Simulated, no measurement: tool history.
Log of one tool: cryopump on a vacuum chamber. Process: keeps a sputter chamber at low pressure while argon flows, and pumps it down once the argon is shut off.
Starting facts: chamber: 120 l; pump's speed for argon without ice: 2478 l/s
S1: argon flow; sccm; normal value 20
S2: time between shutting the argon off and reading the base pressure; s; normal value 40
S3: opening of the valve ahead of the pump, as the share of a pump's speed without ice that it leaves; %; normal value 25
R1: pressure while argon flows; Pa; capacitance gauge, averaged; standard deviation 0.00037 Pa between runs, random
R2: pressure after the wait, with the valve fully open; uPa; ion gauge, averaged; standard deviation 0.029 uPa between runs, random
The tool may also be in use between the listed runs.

run,hour,S1,S2,S3,R1,R2
1,0,20,40,25,0.0561,2.1
2,95,20,40,25,0.0558,2.11
3,156.5,20,31,25,0.0557,2.57
4,251.5,18,31,25,0.0518,2.62
5,346.2,18,31,25,0.0508,2.66
6,420.7,20,40,25,0.0578,2.32
7,487.9,20,40,25,0.0575,2.29
8,554.5,20,40,25,0.0574,2.35
9,642,20,40,25,0.0583,2.45
10,692.4,20,40,25,0.0585,2.47
11,748,20,40,18,0.0801,2.56
12,819.7,20,40,18,0.08,2.61
13,929.6,20,40,18,0.0765,2.24
14,1019,37,38,18,0.1421,2.44
15,1125.9,37,38,18,0.1421,2.4
16,1184.6,37,38,18,0.143,2.49
17,1288.1,15,40,25,0.0428,2.41
18,1390.3,20,40,31,0.0465,2.6
19,1445.2,20,40,31,0.0459,1.52
20,1507.7,20,138,45,0.033,0.56

Missing from the log above: 2 entries noted between runs. For each, name the pair of listed runs it sits between and say how the tool's hidden condition differs from the listed run just before to the listed run just after:
In the gap between runs 12 and 13: pump warmed up, emptied and cooled again (hour 853)
  pump's speed, % of a pump's without ice: 76.7 -> 98.2; cold plate's temperature, K: 13.02 -> 13.04; leak into the chamber, uPa l/s: 2286 -> 2352
  the result without the hidden state subtracted from the measured one, R1: +0.0045 -> +0.0005 Pa; R2: +1.12 -> +0.84 uPa
In the gap between runs 18 and 19: leaking fittings of the chamber tightened, without venting (hour 1432.5)
  pump's speed, % of a pump's without ice: 88.8 -> 87.8; cold plate's temperature, K: 13.13 -> 13.14; leak into the chamber, uPa l/s: 2659 -> 389
  the result without the hidden state subtracted from the measured one, R1: +0.0021 -> +0.0023 Pa; R2: +1.13 -> +0.06 uPa
